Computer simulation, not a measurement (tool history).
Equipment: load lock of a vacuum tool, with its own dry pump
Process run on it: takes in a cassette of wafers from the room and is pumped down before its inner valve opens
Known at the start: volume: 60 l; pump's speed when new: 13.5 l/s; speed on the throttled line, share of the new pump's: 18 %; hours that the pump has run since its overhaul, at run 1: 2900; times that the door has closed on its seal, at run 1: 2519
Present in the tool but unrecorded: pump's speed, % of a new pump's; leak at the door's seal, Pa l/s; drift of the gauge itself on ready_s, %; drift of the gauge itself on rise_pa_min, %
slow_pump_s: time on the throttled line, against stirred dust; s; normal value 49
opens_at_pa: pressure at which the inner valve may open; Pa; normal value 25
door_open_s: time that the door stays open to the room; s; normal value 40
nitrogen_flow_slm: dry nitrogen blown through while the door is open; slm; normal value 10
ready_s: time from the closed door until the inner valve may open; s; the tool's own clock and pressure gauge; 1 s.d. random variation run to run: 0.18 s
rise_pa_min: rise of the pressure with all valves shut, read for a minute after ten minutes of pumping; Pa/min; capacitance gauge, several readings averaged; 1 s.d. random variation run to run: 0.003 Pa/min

| run | hour | slow_pump_s | opens_at_pa | door_open_s | nitrogen_flow_slm | hours that the pump has run since its overhaul | times that the door has closed on its seal | incoming humidity of the room's air, % | ready_s | rise_pa_min |
|---|---|---|---|---|---|---|---|---|---|---|
| 1 | 0.0 | 49 | 25 | 40 | 10 | 2900 | 2519 | 41.8 | 77.5 | 0.021 |
| 2 | 56.6 | 49 | 25 | 40 | 10 | 2957 | 2722 | 40.9 | 77.5 | 0.025 |
| 3 | 110.3 | 49 | 25 | 40 | 10 | 3010 | 2914 | 46.5 | 77.8 | 0.024 |
| 4 | 201.4 | 26 | 25 | 40 | 10 | 3101 | 3240 | 45.5 | 58.8 | 0.024 |
| 5 | 273.8 | 26 | 25 | 40 | 10 | 3174 | 3499 | 47.2 | 58.8 | 0.030 |
| 6 | 368.6 | 49 | 44 | 40 | 10 | 3269 | 3839 | 46.1 | 75.0 | 0.034 |
| 7 | 469.6 | 49 | 43 | 167 | 6 | 3370 | 4200 | 47.0 | 75.5 | 0.058 |
| 8 | 551.1 | 49 | 43 | 167 | 6 | 3451 | 4492 | 47.3 | 75.2 | 0.061 |

Run 9 comes next. What will it give?
| 9 | 626.8 | 41 | 18 | 96 | 19 | 3527 | 4763 | 44.0 | ? | ? |

{"run 9": {"ready_s": 72.8, "rise_pa_min": 0.031}}
Were there no unlogged condition in the tool, this run, its random variation unchanged, would have produced ready_s 72.3 s, rise_pa_min 0.015 Pa/min.
